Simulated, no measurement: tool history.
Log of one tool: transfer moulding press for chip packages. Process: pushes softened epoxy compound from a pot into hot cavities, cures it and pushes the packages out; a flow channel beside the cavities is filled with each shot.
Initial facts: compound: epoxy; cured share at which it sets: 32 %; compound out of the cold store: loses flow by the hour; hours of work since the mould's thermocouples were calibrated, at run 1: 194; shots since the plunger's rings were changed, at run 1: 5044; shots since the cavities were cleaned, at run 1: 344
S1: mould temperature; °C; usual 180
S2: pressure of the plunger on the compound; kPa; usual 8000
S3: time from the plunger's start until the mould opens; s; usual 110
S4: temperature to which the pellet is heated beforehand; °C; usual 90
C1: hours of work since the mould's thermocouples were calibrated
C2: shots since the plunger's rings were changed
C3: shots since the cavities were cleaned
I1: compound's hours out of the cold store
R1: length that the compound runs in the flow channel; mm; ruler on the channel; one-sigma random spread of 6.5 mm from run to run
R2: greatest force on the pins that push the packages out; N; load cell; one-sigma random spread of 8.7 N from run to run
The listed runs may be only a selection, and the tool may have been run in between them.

{"run": 1, "hour": 0.0, "S1": 180, "S2": 8000, "S3": 110, "S4": 90, "C1": 194, "C2": 5044, "C3": 344, "I1": 37.5, "R1": 636, "R2": 660}
{"run": 2, "hour": 18.8, "S1": 180, "S2": 8000, "S3": 110, "S4": 90, "C1": 203, "C2": 5193, "C3": 493, "I1": 37.2, "R1": 628, "R2": 723}
{"run": 3, "hour": 34.4, "S1": 180, "S2": 8000, "S3": 110, "S4": 98, "C1": 210, "C2": 5316, "C3": 616, "I1": 41.9, "R1": 615, "R2": 714}
{"run": 4, "hour": 49.1, "S1": 180, "S2": 8000, "S3": 110, "S4": 98, "C1": 217, "C2": 5432, "C3": 732, "I1": 45.2, "R1": 584, "R2": 752}
{"run": 5, "hour": 60.3, "S1": 180, "S2": 8000, "S3": 110, "S4": 90, "C1": 222, "C2": 5520, "C3": 820, "I1": 31.3, "R1": 647, "R2": 789}
{"run": 6, "hour": 82.9, "S1": 180, "S2": 9970, "S3": 110, "S4": 90, "C1": 232, "C2": 5699, "C3": 999, "I1": 24.5, "R1": 745, "R2": 842}
{"hour": 88.2, "done": "cavities cleaned with cleaning compound and waxed"}
{"hour": 98.6, "done": "plunger's sealing rings changed"}
{"run": 7, "hour": 106.0, "S1": 180, "S2": 9970, "S3": 110, "S4": 90, "C1": 241, "C2": 59, "C3": 121, "I1": 10.4, "R1": 901, "R2": 538}
{"run": 8, "hour": 124.8, "S1": 186, "S2": 8000, "S3": 110, "S4": 90, "C1": 249, "C2": 207, "C3": 269, "I1": 18.5, "R1": 742, "R2": 511}
{"run": 9, "hour": 145.8, "S1": 186, "S2": 8000, "S3": 110, "S4": 90, "C1": 259, "C2": 373, "C3": 435, "I1": 25.3, "R1": 721, "R2": 572}
{"run": 10, "hour": 163.2, "S1": 180, "S2": 8000, "S3": 110, "S4": 90, "C1": 267, "C2": 510, "C3": 572, "I1": 15.7, "R1": 768, "R2": 761}
{"run": 11, "hour": 176.5, "S1": 180, "S2": 8000, "S3": 110, "S4": 90, "C1": 273, "C2": 615, "C3": 677, "I1": 22.6, "R1": 741, "R2": 772}
{"run": 12, "hour": 186.6, "S1": 180, "S2": 8000, "S3": 99, "S4": 90, "C1": 278, "C2": 695, "C3": 757, "I1": 38.0, "R1": 666, "R2": 887}
{"run": 13, "hour": 198.4, "S1": 179, "S2": 8000, "S3": 99, "S4": 90, "C1": 283, "C2": 789, "C3": 851, "I1": 16.6, "R1": 769, "R2": 1083}
{"run": 14, "hour": 211.5, "S1": 179, "S2": 7680, "S3": 99, "S4": 90, "C1": 289, "C2": 892, "C3": 954, "I1": 23.1, "R1": 718, "R2": 1066}
{"hour": 222.9, "done": "cavities cleaned with cleaning compound and waxed"}
{"run": 15, "hour": 227.4, "S1": 180, "S2": 7610, "S3": 111, "S4": 90, "C1": 296, "C2": 1006, "C3": 36, "I1": 17.8, "R1": 733, "R2": 424}

Expected results for the next run?
{"run": 16, "hour": 249.6, "S1": 183, "S2": 7610, "S3": 102, "S4": 96, "C1": 306, "C2": 1181, "C3": 211, "I1": 15.9, "R1": "?", "R2": "?"}

Run 16 produced R1 735 mm, R2 577 N.
With no hidden state in the tool, this same run would have given R1 751 mm, R2 389 N.

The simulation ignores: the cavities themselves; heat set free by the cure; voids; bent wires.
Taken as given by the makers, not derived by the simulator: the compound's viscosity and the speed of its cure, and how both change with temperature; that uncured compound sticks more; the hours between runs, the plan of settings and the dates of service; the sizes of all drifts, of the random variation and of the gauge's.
